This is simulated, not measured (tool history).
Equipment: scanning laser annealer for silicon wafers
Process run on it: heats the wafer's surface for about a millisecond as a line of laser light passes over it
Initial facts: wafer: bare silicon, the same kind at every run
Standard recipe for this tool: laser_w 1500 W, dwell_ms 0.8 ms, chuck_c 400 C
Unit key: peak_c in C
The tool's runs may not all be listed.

run 1 day=0 | laser_w=1500 dwell_ms=0.8 chuck_c=400 | peak_c=1108
run 2 day=1.742 | laser_w=1500 dwell_ms=0.8 chuck_c=400 | peak_c=1104
run 3 day=3.558 | laser_w=1500 dwell_ms=0.8 chuck_c=400 | peak_c=1105
run 4 day=5.221 | laser_w=1500 dwell_ms=0.8 chuck_c=400 | peak_c=1105
run 5 day=7.112 | laser_w=1500 dwell_ms=0.8 chuck_c=400 | peak_c=1104
run 6 day=8.188 | laser_w=1500 dwell_ms=0.8 chuck_c=400 | peak_c=1107
run 7 day=9.592 | laser_w=1500 dwell_ms=0.892 chuck_c=400 | peak_c=1142
run 8 day=11.633 | laser_w=1500 dwell_ms=0.892 chuck_c=400 | peak_c=1143
run 9 day=13.5 | laser_w=1500 dwell_ms=0.892 chuck_c=400 | peak_c=1146
run 10 day=14.683 | laser_w=1500 dwell_ms=0.892 chuck_c=400 | peak_c=1144
run 11 day=15.658 | laser_w=1411 dwell_ms=0.892 chuck_c=400 | peak_c=1100
run 12 day=18.004 | laser_w=1411 dwell_ms=0.892 chuck_c=400 | peak_c=1102
run 13 day=19.617 | laser_w=1411 dwell_ms=0.892 chuck_c=400 | peak_c=1100
run 14 day=21.804 | laser_w=1411 dwell_ms=0.892 chuck_c=400 | peak_c=1099
run 15 day=24.154 | laser_w=1500 dwell_ms=0.8 chuck_c=418 | peak_c=1130
run 16 day=26.4 | laser_w=1500 dwell_ms=0.8 chuck_c=418 | peak_c=1128
run 17 day=28.233 | laser_w=1551 dwell_ms=0.8 chuck_c=400 | peak_c=1129
run 18 day=29.612 | laser_w=1551 dwell_ms=0.8 chuck_c=400 | peak_c=1130
run 19 day=30.862 | laser_w=1500 dwell_ms=0.8 chuck_c=400 | peak_c=1107
run 20 day=32.083 | laser_w=1444 dwell_ms=0.8 chuck_c=383 | peak_c=1062
run 21 day=34.254 | laser_w=1444 dwell_ms=0.8 chuck_c=383 | peak_c=1061
run 22 day=35.233 | laser_w=1548 dwell_ms=0.827 chuck_c=384 | peak_c=1127
run 23 day=36.854 | laser_w=1339 dwell_ms=0.658 chuck_c=410 | peak_c=982
run 24 day=39.1 | laser_w=1488 dwell_ms=0.964 chuck_c=426 | peak_c=1190
run 25 day=40.725 | laser_w=1493 dwell_ms=0.613 chuck_c=400 | peak_c=1017
run 26 day=41.762 | laser_w=1548 dwell_ms=0.988 chuck_c=396 | peak_c=1204
run 27 day=42.883 | laser_w=1548 dwell_ms=0.637 chuck_c=396 | peak_c=1051
run 28 day=45.104 | laser_w=1548 dwell_ms=0.637 chuck_c=396 | peak_c=1048
run 29 day=47.204 | laser_w=1548 dwell_ms=0.637 chuck_c=396 | peak_c=1048
run 30 day=49.458 | laser_w=1508 dwell_ms=0.639 chuck_c=400 | peak_c=1040
run 31 day=51.242 | laser_w=1500 dwell_ms=0.594 chuck_c=400 | peak_c=1012
run 32 day=53.208 | laser_w=1469 dwell_ms=0.8 chuck_c=383 | peak_c=1074
-- day=53.738 window over the wafer cleaned
run 33 day=55.629 | laser_w=1425 dwell_ms=0.8 chuck_c=373 | peak_c=1044
run 34 day=57.396 | laser_w=1425 dwell_ms=0.8 chuck_c=373 | peak_c=1047
run 35 day=58.388 | laser_w=1425 dwell_ms=0.8 chuck_c=373 | peak_c=1046
run 36 day=60.017 | laser_w=1425 dwell_ms=0.797 chuck_c=373 | peak_c=1042
run 37 day=62 | laser_w=1425 dwell_ms=0.797 chuck_c=373 | peak_c=1043
run 38 day=63.075 | laser_w=1372 dwell_ms=0.95 chuck_c=361 | peak_c=1059

Consider 3 possible next runs. They are alternatives, not a sequence: every one starts from the tool as it was left by run 38. What does each give?
run A day=65.379 | laser_w=1500 dwell_ms=0.8 chuck_c=424 | peak_c=?
run B day=65.379 | laser_w=1452 dwell_ms=0.804 chuck_c=400 | peak_c=?
run C day=65.379 | laser_w=1305 dwell_ms=0.706 chuck_c=435 | peak_c=?

run=A peak_c=1126
run=B peak_c=1087
run=C peak_c=1013
The same runs, with their run-to-run variation unchanged, on a tool lacking any hidden condition would have given:
run=A peak_c=1126
run=B peak_c=1087
run=C peak_c=1013

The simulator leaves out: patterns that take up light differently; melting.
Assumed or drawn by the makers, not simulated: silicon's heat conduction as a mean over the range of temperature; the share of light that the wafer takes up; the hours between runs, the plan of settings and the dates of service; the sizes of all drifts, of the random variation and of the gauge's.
